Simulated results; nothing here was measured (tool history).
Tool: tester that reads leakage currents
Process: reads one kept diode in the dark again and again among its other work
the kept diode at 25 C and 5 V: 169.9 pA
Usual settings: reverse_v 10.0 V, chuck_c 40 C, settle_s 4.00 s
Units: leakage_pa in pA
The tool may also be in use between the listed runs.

| run | hour | reverse_v | chuck_c | settle_s | leakage_pa |
|---|---|---|---|---|---|
| 1 | 0.0 | 10.0 | 40 | 4.00 | 955.80 |
|  | 54.6 | chuck's temperature calibrated |
| 2 | 138.4 | 10.0 | 40 | 4.00 | 962.47 |
| 3 | 237.9 | 10.0 | 29 | 4.00 | 351.20 |
| 4 | 359.2 | 10.0 | 55 | 4.00 | 3364.31 |
| 5 | 512.0 | 10.0 | 38 | 4.00 | 800.57 |
|  | 579.4 | probe card cleaned and baked |
| 6 | 601.9 | 10.0 | 38 | 4.00 | 799.49 |
| 7 | 768.1 | 10.0 | 38 | 4.00 | 799.99 |
| 8 | 937.3 | 10.0 | 38 | 4.00 | 808.50 |
| 9 | 1063.6 | 10.0 | 54 | 4.00 | 3103.66 |
| 10 | 1179.1 | 19.7 | 54 | 4.00 | 4346.48 |
|  | 1286.2 | chuck's temperature calibrated |
| 11 | 1354.3 | 10.0 | 40 | 4.00 | 955.02 |
| 12 | 1503.9 | 10.0 | 40 | 4.00 | 955.56 |
| 13 | 1645.8 | 10.0 | 40 | 4.00 | 955.79 |
| 14 | 1840.7 | 10.0 | 40 | 4.00 | 955.67 |
| 15 | 1945.1 | 10.0 | 40 | 4.00 | 964.04 |
| 16 | 2028.8 | 10.0 | 40 | 4.00 | 959.10 |
| 17 | 2129.8 | 10.0 | 40 | 4.00 | 960.15 |
| 18 | 2238.9 | 10.0 | 40 | 4.00 | 958.40 |
| 19 | 2355.6 | 10.0 | 40 | 4.00 | 955.09 |
| 20 | 2477.3 | 10.0 | 40 | 4.00 | 958.81 |
|  | 2514.3 | chuck's temperature calibrated |
| 21 | 2594.6 | 5.8 | 31 | 0.85 | 324.90 |
| 22 | 2693.5 | 16.9 | 40 | 4.00 | 1240.48 |
| 23 | 2788.1 | 16.9 | 40 | 4.00 | 1244.19 |
| 24 | 2898.1 | 16.9 | 40 | 4.00 | 1245.91 |
| 25 | 3095.7 | 16.9 | 41 | 1.25 | 1353.72 |
| 26 | 3282.1 | 1.0 | 29 | 0.37 | 112.15 |
| 27 | 3388.0 | 10.0 | 60 | 0.33 | 5011.91 |
| 28 | 3488.4 | 1.8 | 59 | 0.33 | 1954.73 |
| 29 | 3580.9 | 2.7 | 34 | 0.48 | 291.66 |
|  | 3619.6 | tester calibrated |
| 30 | 3665.6 | 1.3 | 40 | 4.21 | 347.19 |
|  | 3756.4 | probe card cleaned and baked |
|  | 3758.4 | chuck's temperature calibrated |
| 31 | 3852.2 | 1.1 | 40 | 4.00 | 318.89 |
| 32 | 4018.1 | 1.1 | 40 | 4.00 | 321.55 |
| 33 | 4149.6 | 1.1 | 40 | 4.00 | 320.09 |
| 34 | 4244.4 | 1.1 | 40 | 4.00 | 318.22 |
| 35 | 4356.0 | 4.1 | 34 | 0.89 | 358.94 |
| 36 | 4533.8 | 10.0 | 59 | 2.98 | 4598.70 |
| 37 | 4709.3 | 7.8 | 48 | 0.56 | 1680.41 |
| 38 | 4823.6 | 10.7 | 40 | 4.00 | 983.87 |
| 39 | 4928.7 | 2.1 | 23 | 4.00 | 90.84 |

Some steps in leakage_pa between neighbouring runs. How much of each would the tool show without its hidden state too (settings, what came in, random variation), and how much is left for the hidden state, with any gauge scatter that isn't in both results?
The hidden state here: stray current of the dirty probe card, pA a volt; current scale over the true one, %; true chuck temperature over the reading, C; drift of the gauge itself on leakage_pa, %.
Run 10 -> 11: reverse_v 19.7 -> 10.0, chuck_c 54 -> 40, chuck's temperature calibrated. leakage_pa -3391.46 pA: hidden state +6.04, all else -3397.50.
Run 26 -> 27: reverse_v 1.0 -> 10.0, chuck_c 29 -> 60, settle_s 0.37 -> 0.33. leakage_pa +4899.76 pA: hidden state -4.45, all else +4904.21.
Run 35 -> 36: reverse_v 4.1 -> 10.0, chuck_c 34 -> 59, settle_s 0.89 -> 2.98. leakage_pa +4239.76 pA: hidden state -4.04, all else +4243.80.

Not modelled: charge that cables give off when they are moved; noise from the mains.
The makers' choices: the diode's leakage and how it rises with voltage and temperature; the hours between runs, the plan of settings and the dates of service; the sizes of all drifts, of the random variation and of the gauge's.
